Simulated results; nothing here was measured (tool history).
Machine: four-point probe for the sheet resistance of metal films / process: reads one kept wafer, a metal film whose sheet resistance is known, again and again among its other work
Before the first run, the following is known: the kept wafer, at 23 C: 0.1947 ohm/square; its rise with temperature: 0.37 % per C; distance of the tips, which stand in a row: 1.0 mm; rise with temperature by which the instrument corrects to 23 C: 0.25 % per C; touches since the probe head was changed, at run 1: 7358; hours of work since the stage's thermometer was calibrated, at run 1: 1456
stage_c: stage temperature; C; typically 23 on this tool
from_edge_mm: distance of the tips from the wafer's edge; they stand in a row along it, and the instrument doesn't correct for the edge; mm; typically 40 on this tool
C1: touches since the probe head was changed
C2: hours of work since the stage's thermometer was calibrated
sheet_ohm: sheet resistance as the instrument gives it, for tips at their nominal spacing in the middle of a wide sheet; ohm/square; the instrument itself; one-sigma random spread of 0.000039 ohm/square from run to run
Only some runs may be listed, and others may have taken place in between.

{"run": 1, "hour": 0.0, "stage_c": 23, "from_edge_mm": 40, "C1": 7358, "C2": 1456, "sheet_ohm": 0.194788}
{"run": 2, "hour": 31.8, "stage_c": 23, "from_edge_mm": 40, "C1": 7831, "C2": 1469, "sheet_ohm": 0.194744}
{"run": 3, "hour": 60.9, "stage_c": 23, "from_edge_mm": 20, "C1": 8266, "C2": 1481, "sheet_ohm": 0.194943}
{"run": 4, "hour": 84.4, "stage_c": 23, "from_edge_mm": 20, "C1": 8616, "C2": 1491, "sheet_ohm": 0.19495}
{"run": 5, "hour": 122.0, "stage_c": 23, "from_edge_mm": 20, "C1": 9176, "C2": 1506, "sheet_ohm": 0.194969}
{"hour": 141.6, "done": "stage's thermometer calibrated"}
{"run": 6, "hour": 147.7, "stage_c": 23, "from_edge_mm": 20, "C1": 9551, "C2": 3, "sheet_ohm": 0.194981}
{"run": 7, "hour": 183.7, "stage_c": 23, "from_edge_mm": 20, "C1": 10089, "C2": 18, "sheet_ohm": 0.194971}
{"run": 8, "hour": 204.2, "stage_c": 23, "from_edge_mm": 20, "C1": 10394, "C2": 26, "sheet_ohm": 0.195039}
{"run": 9, "hour": 236.3, "stage_c": 23, "from_edge_mm": 20, "C1": 10873, "C2": 39, "sheet_ohm": 0.19505}
{"run": 10, "hour": 263.9, "stage_c": 23, "from_edge_mm": 20, "C1": 11284, "C2": 51, "sheet_ohm": 0.195021}
{"run": 11, "hour": 293.6, "stage_c": 23, "from_edge_mm": 20, "C1": 11727, "C2": 63, "sheet_ohm": 0.194915}
{"run": 12, "hour": 314.2, "stage_c": 23, "from_edge_mm": 20, "C1": 12034, "C2": 72, "sheet_ohm": 0.194999}
{"run": 13, "hour": 343.0, "stage_c": 23, "from_edge_mm": 20, "C1": 12463, "C2": 84, "sheet_ohm": 0.194969}
{"run": 14, "hour": 386.9, "stage_c": 23, "from_edge_mm": 50, "C1": 13118, "C2": 102, "sheet_ohm": 0.194755}
{"run": 15, "hour": 422.6, "stage_c": 27, "from_edge_mm": 17, "C1": 13649, "C2": 117, "sheet_ohm": 0.195987}
{"run": 16, "hour": 445.2, "stage_c": 27, "from_edge_mm": 17, "C1": 13986, "C2": 126, "sheet_ohm": 0.19599}
{"run": 17, "hour": 478.8, "stage_c": 31, "from_edge_mm": 71, "C1": 14487, "C2": 140, "sheet_ohm": 0.196528}
{"run": 18, "hour": 497.6, "stage_c": 35, "from_edge_mm": 60, "C1": 14767, "C2": 148, "sheet_ohm": 0.197348}
{"run": 19, "hour": 517.7, "stage_c": 31, "from_edge_mm": 6, "C1": 15067, "C2": 156, "sheet_ohm": 0.199335}
{"run": 20, "hour": 551.6, "stage_c": 31, "from_edge_mm": 6, "C1": 15573, "C2": 171, "sheet_ohm": 0.199421}
{"run": 21, "hour": 574.6, "stage_c": 32, "from_edge_mm": 19, "C1": 15915, "C2": 180, "sheet_ohm": 0.19705}
{"run": 22, "hour": 618.8, "stage_c": 20, "from_edge_mm": 20, "C1": 16574, "C2": 198, "sheet_ohm": 0.194197}
{"run": 23, "hour": 655.7, "stage_c": 20, "from_edge_mm": 20, "C1": 17125, "C2": 214, "sheet_ohm": 0.194239}
{"run": 24, "hour": 681.5, "stage_c": 30, "from_edge_mm": 10, "C1": 17509, "C2": 225, "sheet_ohm": 0.197383}
{"run": 25, "hour": 719.4, "stage_c": 23, "from_edge_mm": 6, "C1": 18073, "C2": 240, "sheet_ohm": 0.197607}
{"run": 26, "hour": 743.6, "stage_c": 20, "from_edge_mm": 8, "C1": 18434, "C2": 250, "sheet_ohm": 0.195637}
{"run": 27, "hour": 774.0, "stage_c": 25, "from_edge_mm": 3, "C1": 18888, "C2": 263, "sheet_ohm": 0.206141}
{"run": 28, "hour": 811.9, "stage_c": 23, "from_edge_mm": 30, "C1": 19453, "C2": 279, "sheet_ohm": 0.194831}

Hidden condition of the tool, last listed run before each entry between runs versus first listed run after:
Runs 5 to 6: stage's thermometer calibrated (hour 141.6)
  wafer's true temperature over the reading, C: -0.01 -> 0

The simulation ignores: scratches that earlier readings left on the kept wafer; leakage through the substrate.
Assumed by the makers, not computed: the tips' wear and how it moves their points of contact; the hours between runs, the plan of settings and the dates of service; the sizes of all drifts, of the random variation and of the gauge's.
